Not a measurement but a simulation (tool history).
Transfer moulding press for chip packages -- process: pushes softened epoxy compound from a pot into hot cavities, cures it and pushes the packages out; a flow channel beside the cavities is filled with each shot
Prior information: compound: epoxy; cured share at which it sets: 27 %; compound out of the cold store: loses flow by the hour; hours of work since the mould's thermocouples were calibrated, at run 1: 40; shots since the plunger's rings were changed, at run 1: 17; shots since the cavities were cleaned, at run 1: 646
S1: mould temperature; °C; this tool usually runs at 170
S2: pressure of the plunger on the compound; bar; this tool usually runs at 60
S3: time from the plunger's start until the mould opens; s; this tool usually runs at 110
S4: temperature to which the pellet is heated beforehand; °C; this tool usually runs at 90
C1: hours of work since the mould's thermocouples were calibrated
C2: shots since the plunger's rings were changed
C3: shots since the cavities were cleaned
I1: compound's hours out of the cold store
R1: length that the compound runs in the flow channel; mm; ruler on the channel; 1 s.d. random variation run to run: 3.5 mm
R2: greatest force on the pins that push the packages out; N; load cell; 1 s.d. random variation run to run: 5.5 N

{"run": 1, "day": 0.0, "S1": 170, "S2": 60, "S3": 110, "S4": 90, "C1": 40, "C2": 17, "C3": 646, "I1": 22.3, "R1": 588, "R2": 297}
{"day": 0.958, "done": "cavities cleaned with cleaning compound and waxed"}
{"run": 2, "day": 1.612, "S1": 170, "S2": 60, "S3": 110, "S4": 90, "C1": 65, "C2": 416, "C3": 168, "I1": 38.4, "R1": 522, "R2": 224}
{"day": 4.321, "done": "cavities cleaned with cleaning compound and waxed"}
{"run": 3, "day": 5.212, "S1": 170, "S2": 60, "S3": 110, "S4": 90, "C1": 122, "C2": 1325, "C3": 229, "I1": 33.4, "R1": 532, "R2": 236}
{"day": 7.767, "done": "cavities cleaned with cleaning compound and waxed"}
{"run": 4, "day": 8.158, "S1": 170, "S2": 60, "S3": 110, "S4": 90, "C1": 168, "C2": 2067, "C3": 100, "I1": 37.1, "R1": 516, "R2": 203}
{"run": 5, "day": 10.321, "S1": 170, "S2": 60, "S3": 110, "S4": 90, "C1": 203, "C2": 2623, "C3": 656, "I1": 21.4, "R1": 562, "R2": 307}
{"day": 11.212, "done": "cavities cleaned with cleaning compound and waxed"}
{"day": 13.725, "done": "plunger's sealing rings changed"}
{"run": 6, "day": 13.725, "S1": 176, "S2": 60, "S3": 110, "S4": 90, "C1": 255, "C2": 0, "C3": 619, "I1": 47.3, "R1": 495, "R2": 275}
{"day": 14.796, "done": "cavities cleaned with cleaning compound and waxed"}
{"run": 7, "day": 17.279, "S1": 176, "S2": 60, "S3": 110, "S4": 90, "C1": 311, "C2": 898, "C3": 639, "I1": 13, "R1": 601, "R2": 266}
{"day": 18.167, "done": "cavities cleaned with cleaning compound and waxed"}
{"run": 8, "day": 19.012, "S1": 176, "S2": 60, "S3": 110, "S4": 90, "C1": 337, "C2": 1328, "C3": 218, "I1": 39.8, "R1": 499, "R2": 209}
{"day": 21.562, "done": "cavities cleaned with cleaning compound and waxed"}
{"run": 9, "day": 21.625, "S1": 170, "S2": 60, "S3": 110, "S4": 90, "C1": 378, "C2": 1983, "C3": 16, "I1": 17.5, "R1": 577, "R2": 185}
{"run": 10, "day": 24.517, "S1": 164, "S2": 60, "S3": 110, "S4": 90, "C1": 425, "C2": 2727, "C3": 760, "I1": 23, "R1": 561, "R2": 404}
{"day": 25.079, "done": "cavities cleaned with cleaning compound and waxed"}
{"run": 11, "day": 27.2, "S1": 170, "S2": 60, "S3": 110, "S4": 90, "C1": 467, "C2": 3402, "C3": 546, "I1": 45.2, "R1": 476, "R2": 276}
{"day": 27.454, "done": "plunger's sealing rings changed"}
{"day": 28.521, "done": "cavities cleaned with cleaning compound and waxed"}
{"run": 12, "day": 29.808, "S1": 170, "S2": 60, "S3": 110, "S4": 90, "C1": 506, "C2": 590, "C3": 331, "I1": 33.6, "R1": 532, "R2": 244}
{"day": 31.896, "done": "cavities cleaned with cleaning compound and waxed"}
{"run": 13, "day": 32.121, "S1": 170, "S2": 60, "S3": 110, "S4": 90, "C1": 542, "C2": 1169, "C3": 58, "I1": 33.8, "R1": 538, "R2": 190}
{"run": 14, "day": 33.871, "S1": 170, "S2": 60, "S3": 110, "S4": 90, "C1": 570, "C2": 1619, "C3": 508, "I1": 22.5, "R1": 566, "R2": 281}
{"day": 35.45, "done": "cavities cleaned with cleaning compound and waxed"}
{"run": 15, "day": 35.542, "S1": 170, "S2": 60, "S3": 110, "S4": 90, "C1": 596, "C2": 2033, "C3": 24, "I1": 12.2, "R1": 594, "R2": 209}
{"run": 16, "day": 37.588, "S1": 174, "S2": 60, "S3": 130, "S4": 99, "C1": 628, "C2": 2558, "C3": 549, "I1": 26.5, "R1": 531, "R2": 247}
{"day": 38.638, "done": "mould's thermocouples calibrated"}
{"day": 38.888, "done": "cavities cleaned with cleaning compound and waxed"}
{"run": 17, "day": 40.725, "S1": 174, "S2": 60, "S3": 130, "S4": 86, "C1": 32, "C2": 3328, "C3": 472, "I1": 23, "R1": 542, "R2": 237}
{"day": 41.342, "done": "plunger's sealing rings changed"}
{"day": 42.354, "done": "cavities cleaned with cleaning compound and waxed"}
{"run": 18, "day": 43.933, "S1": 174, "S2": 60, "S3": 130, "S4": 86, "C1": 81, "C2": 650, "C3": 406, "I1": 20.5, "R1": 573, "R2": 247}
{"day": 45.842, "done": "cavities cleaned with cleaning compound and waxed"}
{"run": 19, "day": 46.9, "S1": 170, "S2": 51.5, "S3": 135, "S4": 92, "C1": 128, "C2": 1398, "C3": 272, "I1": 9.3, "R1": 567, "R2": 214}
{"run": 20, "day": 48.358, "S1": 171, "S2": 53.9, "S3": 98, "S4": 90, "C1": 151, "C2": 1772, "C3": 646, "I1": 36.7, "R1": 485, "R2": 328}
{"day": 49.267, "done": "cavities cleaned with cleaning compound and waxed"}
{"run": 21, "day": 51.421, "S1": 171, "S2": 53.9, "S3": 98, "S4": 90, "C1": 199, "C2": 2545, "C3": 555, "I1": 11.2, "R1": 560, "R2": 338}
{"day": 52.788, "done": "cavities cleaned with cleaning compound and waxed"}
{"run": 22, "day": 53.296, "S1": 162, "S2": 45.7, "S3": 110, "S4": 90, "C1": 228, "C2": 3010, "C3": 131, "I1": 47.6, "R1": 419, "R2": 329}
{"day": 55.242, "done": "plunger's sealing rings changed"}
{"run": 23, "day": 55.3, "S1": 163, "S2": 60, "S3": 110, "S4": 91, "C1": 259, "C2": 14, "C3": 619, "I1": 16.8, "R1": 613, "R2": 437}
{"day": 56.421, "done": "cavities cleaned with cleaning compound and waxed"}
{"run": 24, "day": 57.958, "S1": 165, "S2": 70, "S3": 129, "S4": 91, "C1": 300, "C2": 682, "C3": 395, "I1": 24.9, "R1": 622, "R2": 264}
{"day": 59.9, "done": "cavities cleaned with cleaning compound and waxed"}
{"run": 25, "day": 61.433, "S1": 165, "S2": 70, "S3": 129, "S4": 91, "C1": 355, "C2": 1561, "C3": 395, "I1": 29.4, "R1": 589, "R2": 267}
{"day": 63.283, "done": "cavities cleaned with cleaning compound and waxed"}
{"run": 26, "day": 64.121, "S1": 165, "S2": 70, "S3": 129, "S4": 91, "C1": 397, "C2": 2236, "C3": 217, "I1": 35.9, "R1": 566, "R2": 233}

What if the next run were any one of these 3? Each begins from the tool's condition after run 26:
{"run": "A", "day": 66.258, "S1": 165, "S2": 48.4, "S3": 107, "S4": 91, "C1": 431, "C2": 2785, "C3": 766, "I1": 26.9, "R1": "?", "R2": "?"}
{"run": "B", "day": 66.258, "S1": 177, "S2": 60.3, "S3": 108, "S4": 91, "C1": 431, "C2": 2785, "C3": 766, "I1": 16.3, "R1": "?", "R2": "?"}
{"run": "C", "day": 66.258, "S1": 169, "S2": 74.5, "S3": 110, "S4": 99, "C1": 431, "C2": 2785, "C3": 766, "I1": 29.2, "R1": "?", "R2": "?"}

run=A R1=487 R2=402
run=B R1=568 R2=288
run=C R1=596 R2=329
With no hidden state in the tool, these same runs would have given:
run=A R1=512 R2=251
run=B R1=596 R2=174
run=C R1=626 R2=205
